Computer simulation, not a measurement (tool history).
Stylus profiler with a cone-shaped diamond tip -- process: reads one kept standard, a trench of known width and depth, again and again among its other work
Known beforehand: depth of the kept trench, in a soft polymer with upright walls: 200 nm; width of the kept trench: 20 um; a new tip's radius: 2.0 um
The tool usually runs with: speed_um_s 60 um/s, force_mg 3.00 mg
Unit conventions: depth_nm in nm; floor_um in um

run	day	speed_um_s	force_mg	depth_nm	floor_um
1	0.000	60	3.00	201.14	17.64
2	1.871	80	3.00	201.06	17.53
3	4.100	80	3.00	200.95	17.50
4	6.208	80	2.01	200.51	17.50
5	8.817	38	3.00	201.01	17.58
6	10.583	114	3.00	200.89	17.38
7	12.638	114	3.00	200.90	17.36
# day 12.971: height scale calibrated on a step standard
8	14.325	24	3.00	200.70	17.61
9	17.825	24	3.00	200.56	17.51
10	19.583	62	1.57	199.89	17.39
11	21.329	62	1.57	199.91	17.42
12	23.867	62	1.57	199.99	17.35
# day 24.521: height scale calibrated on a step standard, once more
13	26.654	37	2.94	201.99	17.48
14	30.254	44	3.56	202.17	17.43
15	33.921	72	1.71	201.12	17.30
16	37.342	113	2.56	201.61	17.19

Table of differences, measured result less the result of that run with no hidden state. Run-to-run variation is the same in both. Gauge scatter possibly is not:
The hidden state here: radius of the tip, um; height scale over the true one, %; drift of the gauge itself on depth_nm, %; drift of the gauge itself on floor_um, %.
run	depth_nm	floor_um
1	-0.78	-0.52
2	-0.80	-0.54
3	-0.81	-0.55
4	-0.84	-0.57
5	-0.86	-0.59
6	-0.87	-0.60
7	-0.89	-0.62
8	-1.14	-0.63
9	-1.17	-0.66
10	-1.19	-0.67
11	-1.21	-0.69
12	-1.22	-0.70
13	-0.03	-0.73
14	-0.06	-0.75
15	-0.10	-0.78
16	-0.12	-0.80
